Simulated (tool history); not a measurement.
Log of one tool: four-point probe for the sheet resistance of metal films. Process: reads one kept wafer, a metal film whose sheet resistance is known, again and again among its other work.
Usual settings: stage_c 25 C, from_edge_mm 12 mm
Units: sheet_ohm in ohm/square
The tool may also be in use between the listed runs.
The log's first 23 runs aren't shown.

| run | hour | stage_c | from_edge_mm | sheet_ohm |
|---|---|---|---|---|
| 24 | 1593.7 | 25 | 38 | 0.061097 |
| 25 | 1649.6 | 25 | 38 | 0.061124 |
| 26 | 1748.6 | 22 | 12 | 0.061456 |
| 27 | 1804.8 | 31 | 5 | 0.061219 |
| 28 | 1904.7 | 24 | 32 | 0.061217 |
| 29 | 1973.8 | 22 | 11 | 0.061465 |
| 30 | 2065 | 22 | 11 | 0.061463 |
| 31 | 2126.9 | 22 | 11 | 0.061469 |
| 32 | 2180.9 | 28 | 23 | 0.060942 |
| 33 | 2251.2 | 28 | 23 | 0.060949 |
| 34 | 2312.5 | 23 | 12 | 0.061403 |
| 35 | 2405.5 | 23 | 12 | 0.061379 |
| 36 | 2495.3 | 23 | 12 | 0.061419 |
| 37 | 2593.9 | 21 | 4 | 0.062277 |
| 38 | 2683.9 | 26 | 13 | 0.061157 |
| 39 | 2730.1 | 26 | 13 | 0.061184 |
| 40 | 2822.7 | 26 | 13 | 0.061184 |
| 41 | 2915.2 | 18 | 64 | 0.061687 |
| 42 | 2978.5 | 18 | 64 | 0.061716 |
| 43 | 3050.3 | 20 | 29 | 0.061586 |
| 44 | 3091.4 | 30 | 12 | 0.060962 |

5 ways to go on from here, each from the tool as it stands after run 44. What would each give?
| A | 3179.1 | 22 | 74 | ? |
| B | 3179.1 | 30 | 12 | ? |
| C | 3179.1 | 28 | 4 | ? |
| D | 3179.1 | 30 | 31 | ? |
| E | 3179.1 | 25 | 23 | ? |

| run | sheet_ohm |
|---|---|
| A | 0.061443 |
| B | 0.060963 |
| C | 0.061791 |
| D | 0.060893 |
| E | 0.061224 |
Without the tool's hidden state the same runs would have given:
| run | sheet_ohm |
|---|---|
| A | 0.060788 |
| B | 0.060312 |
| C | 0.061132 |
| D | 0.060243 |
| E | 0.060571 |

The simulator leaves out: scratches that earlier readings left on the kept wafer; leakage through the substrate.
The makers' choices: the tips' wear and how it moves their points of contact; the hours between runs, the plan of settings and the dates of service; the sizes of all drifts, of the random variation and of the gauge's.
